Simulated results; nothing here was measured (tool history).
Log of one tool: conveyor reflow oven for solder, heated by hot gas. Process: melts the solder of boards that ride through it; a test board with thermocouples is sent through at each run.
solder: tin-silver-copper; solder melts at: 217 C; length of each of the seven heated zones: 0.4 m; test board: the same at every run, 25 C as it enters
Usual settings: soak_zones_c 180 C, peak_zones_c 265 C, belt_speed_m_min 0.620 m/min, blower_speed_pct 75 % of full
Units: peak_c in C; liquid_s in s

run,hour,soak_zones_c,peak_zones_c,belt_speed_m_min,blower_speed_pct,peak_c,liquid_s
1,0.0,180,265,0.620,75,254.0,62.1
2,21.9,180,254,0.620,75,244.9,55.0
3,65.6,180,254,0.620,75,244.0,55.0
4,103.5,180,254,0.620,75,244.8,54.9
5,139.4,180,254,0.620,75,244.5,54.4
# hour 146.9: flux residue cleaned out of gas plates and filters
6,166.6,180,265,0.620,84,255.4,64.1
7,208.8,186,265,0.620,75,255.1,64.6
8,248.8,187,265,0.620,75,255.4,65.1
9,273.4,187,265,0.620,75,254.6,65.9
10,306.0,187,265,0.620,75,254.9,65.9
11,343.1,187,265,0.620,75,255.4,66.7
12,378.0,187,265,0.620,75,255.5,65.3
13,400.4,180,273,0.620,75,261.0,65.6
14,437.8,180,273,0.620,75,261.1,67.1
15,471.6,180,265,0.660,75,252.5,58.0
16,510.2,180,265,0.620,75,254.7,63.0
17,532.6,193,273,0.561,82,266.0,80.4
18,550.8,193,273,0.561,82,265.4,81.9
19,595.3,177,263,0.671,64,248.0,51.6
20,623.9,177,263,0.671,76,250.1,53.4
21,651.4,177,263,0.671,76,250.5,53.6
22,681.1,166,274,0.620,62,257.7,59.4
23,703.3,166,274,0.575,54,257.5,63.3
24,725.9,189,259,0.620,75,249.5,63.2
25,751.2,189,259,0.620,75,249.8,63.9
26,773.6,170,265,0.620,75,252.2,57.1
27,808.1,170,265,0.620,75,252.3,58.3
28,836.8,170,265,0.620,75,253.8,57.5
29,864.0,181,272,0.622,50,254.8,61.9
30,891.4,180,265,0.620,58,251.2,60.8
31,924.8,166,265,0.620,67,250.3,54.8
32,958.7,171,261,0.620,67,247.4,54.6

Forecast each of these 3 alternatives for the next run:
A,1002.5,171,271,0.727,84,?,?
B,1002.5,180,272,0.620,75,?,?
C,1002.5,190,265,0.685,67,?,?

run,peak_c,liquid_s
A,254.5,50.7
B,261.6,66.7
C,252.3,58.4
Without the tool's hidden state the same runs would have given:
run,peak_c,liquid_s
A,254.5,50.7
B,261.6,66.7
C,252.3,58.3
